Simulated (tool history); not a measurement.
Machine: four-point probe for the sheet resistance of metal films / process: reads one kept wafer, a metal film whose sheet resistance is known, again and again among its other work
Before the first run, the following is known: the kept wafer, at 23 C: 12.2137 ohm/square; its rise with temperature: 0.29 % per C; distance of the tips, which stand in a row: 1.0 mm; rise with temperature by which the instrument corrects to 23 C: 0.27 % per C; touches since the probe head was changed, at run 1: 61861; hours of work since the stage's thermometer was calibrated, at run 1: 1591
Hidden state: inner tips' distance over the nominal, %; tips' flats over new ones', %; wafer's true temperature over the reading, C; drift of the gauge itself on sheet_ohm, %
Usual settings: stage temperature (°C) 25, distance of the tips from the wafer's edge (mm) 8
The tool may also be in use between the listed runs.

run	day	stage temperature (°C)	distance of the tips from the wafer's edge (mm)	touches since the probe head was changed	hours of work since the stage's thermometer was calibrated	sheet resistance as the instrument gives it (ohm/square)
1	0	25	8	61861	1591	12.370812
2	4.067	25	8	66388	1651	12.371026
3	8.8	25	8	71658	1721	12.379784
# day 9.821: stage's thermometer calibrated
4	14.704	20	8	78207	73	12.389052
5	18.712	20	8	82665	132	12.392092
6	21.488	25	8	85756	173	12.414687
7	26.292	18	8	91105	245	12.397584
8	31.9	18	8	97345	328	12.400162
9	37.796	25	8	103911	416	12.423312
10	41.029	25	47	107508	464	12.332551
11	45.742	25	47	112754	534	12.332846
12	50.171	18	8	117684	600	12.422211
13	52.842	25	8	120657	639	12.442036
14	57.8	25	8	126174	713	12.448815
15	63.683	25	47	132725	800	12.34955
16	66.488	25	47	135846	842	12.353661
17	69.554	25	47	139259	888	12.357287
18	72.096	25	47	142086	925	12.356791
19	76.929	25	47	147470	997	12.369979
20	80.946	25	47	151938	1057	12.367442
# day 86.117: new probe head fitted
21	86.192	25	47	85	1134	12.220708
22	91.038	25	47	5475	1206	12.225202
23	96.467	21	36	11521	1287	12.218509
24	100.979	21	36	16545	1354	12.22433
25	103.854	21	36	19742	1397	12.228704
26	107.933	21	36	24283	1457	12.227556
27	110.654	25	30	27313	1498	12.248314
28	115.642	25	30	32865	1572	12.253076
29	119.117	19	66	36733	1624	12.23237
30	121.588	23	6	39481	1660	12.428654
# day 126.767: stage's thermometer calibrated
31	127.375	23	6	45904	9	12.451971
32	131.058	28	11	50001	64	12.352195
33	134.917	27	4	54298	121	12.694093
34	139.429	27	4	59320	188	12.704443
35	142.967	21	65	63255	241	12.283957
36	148.425	28	46	69334	322	12.309326
37	152.604	34	5	73986	384	12.594876
38	158.3	34	5	80326	469	12.598468
39	161.417	34	5	83793	515	12.602017
40	165.162	34	5	87965	571	12.602476
41	167.617	20	6	90693	607	12.482502
42	171.129	29	6	94606	659	12.516113
43	176.404	29	6	100476	738	12.520181
44	181.142	22	4	105747	808	12.722557

Per-run results on a tool with no hidden state, each run keeping its own random variation:
run	sheet resistance as the instrument gives it (ohm/square)
1	12.324043
2	12.320347
3	12.324556
4	12.305725
5	12.305005
6	12.324518
7	12.303007
8	12.300651
9	12.317927
10	12.224736
11	12.220539
12	12.304931
13	12.321726
14	12.32367
15	12.220049
16	12.221486
17	12.222353
18	12.219225
19	12.227729
20	12.220983
21	12.222887
22	12.22291
23	12.211088
24	12.212449
25	12.214119
26	12.209384
27	12.227411
28	12.227597
29	12.2042
30	12.39732
31	12.39047
32	12.287328
33	12.624221
34	12.630616
35	12.209503
36	12.229466
37	12.509262
38	12.507145
39	12.508215
40	12.505343
41	12.384289
42	12.414023
43	12.413219
44	12.610051

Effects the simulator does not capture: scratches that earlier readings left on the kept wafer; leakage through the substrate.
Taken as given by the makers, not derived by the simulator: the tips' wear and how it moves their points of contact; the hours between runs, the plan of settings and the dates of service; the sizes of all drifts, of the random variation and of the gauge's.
